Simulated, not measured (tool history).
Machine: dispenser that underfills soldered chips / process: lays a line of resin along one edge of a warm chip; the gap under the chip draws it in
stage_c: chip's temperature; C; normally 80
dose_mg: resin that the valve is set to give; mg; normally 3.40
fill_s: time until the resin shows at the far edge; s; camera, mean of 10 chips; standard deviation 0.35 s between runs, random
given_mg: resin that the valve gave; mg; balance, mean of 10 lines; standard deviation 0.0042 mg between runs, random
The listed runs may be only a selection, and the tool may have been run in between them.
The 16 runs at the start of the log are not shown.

| run | hour | stage_c | dose_mg | fill_s | given_mg |
|---|---|---|---|---|---|
|  | 189.1 | new syringe of resin |
|  | 192.9 | dispensing valve cleaned and set on the balance |
| 17 | 196.2 | 80 | 4.10 | 23.9 | 4.101 |
|  | 204.0 | new syringe of resin |
| 18 | 209.2 | 80 | 3.71 | 23.7 | 3.694 |
|  | 218.4 | new syringe of resin |
| 19 | 220.1 | 80 | 3.71 | 18.5 | 3.687 |
|  | 232.3 | new syringe of resin |
| 20 | 235.3 | 80 | 3.71 | 20.5 | 3.668 |
|  | 246.9 | new syringe of resin |
| 21 | 252.0 | 82 | 3.55 | 21.2 | 3.497 |
|  | 260.8 | new syringe of resin |
| 22 | 260.8 | 87 | 3.53 | 13.0 | 3.467 |
| 23 | 268.6 | 71 | 4.39 | 38.7 | 4.311 |
|  | 274.9 | dispensing valve cleaned and set on the balance |
|  | 276.5 | new syringe of resin |
| 24 | 286.8 | 69 | 3.15 | 49.7 | 3.132 |
|  | 291.2 | new syringe of resin |
| 25 | 298.5 | 69 | 3.15 | 42.5 | 3.123 |
|  | 305.4 | new syringe of resin |
| 26 | 308.7 | 75 | 3.18 | 25.5 | 3.145 |
| 27 | 316.3 | 81 | 3.04 | 30.5 | 3.000 |
|  | 320.3 | new syringe of resin |
| 28 | 327.9 | 81 | 3.04 | 25.2 | 2.997 |
|  | 334.5 | new syringe of resin |
| 29 | 341.4 | 92 | 3.93 | 14.9 | 3.863 |
|  | 348.3 | new syringe of resin |
| 30 | 350.4 | 76 | 4.03 | 22.8 | 3.946 |
|  | 357.3 | dispensing valve cleaned and set on the balance |
|  | 363.3 | new syringe of resin |
| 31 | 365.8 | 76 | 4.03 | 23.5 | 4.028 |
| 32 | 376.7 | 76 | 4.03 | 41.6 | 4.021 |
|  | 377.8 | new syringe of resin |
| 33 | 385.6 | 78 | 4.06 | 28.0 | 4.048 |
|  | 391.9 | new syringe of resin |
| 34 | 393.3 | 86 | 3.49 | 14.2 | 3.476 |

What if the next run were any one of these 4? Each begins from the tool's condition after run 34:
|  | 405.8 | new syringe of resin |
| A | 411.0 | 92 | 3.02 | ? | ? |
|  | 405.8 | new syringe of resin |
| B | 411.0 | 81 | 3.24 | ? | ? |
|  | 405.8 | new syringe of resin |
| C | 411.0 | 80 | 2.98 | ? | ? |
|  | 405.8 | new syringe of resin |
| D | 411.0 | 78 | 3.19 | ? | ? |

| run | fill_s | given_mg |
|---|---|---|
| A | 14.2 | 2.984 |
| B | 21.3 | 3.216 |
| C | 23.0 | 2.953 |
| D | 25.7 | 3.155 |
The same runs, with their run-to-run variation unchanged, on a tool lacking any hidden condition would have given:
| run | fill_s | given_mg |
|---|---|---|
| A | 11.6 | 3.012 |
| B | 17.3 | 3.246 |
| C | 18.8 | 2.981 |
| D | 21.1 | 3.185 |

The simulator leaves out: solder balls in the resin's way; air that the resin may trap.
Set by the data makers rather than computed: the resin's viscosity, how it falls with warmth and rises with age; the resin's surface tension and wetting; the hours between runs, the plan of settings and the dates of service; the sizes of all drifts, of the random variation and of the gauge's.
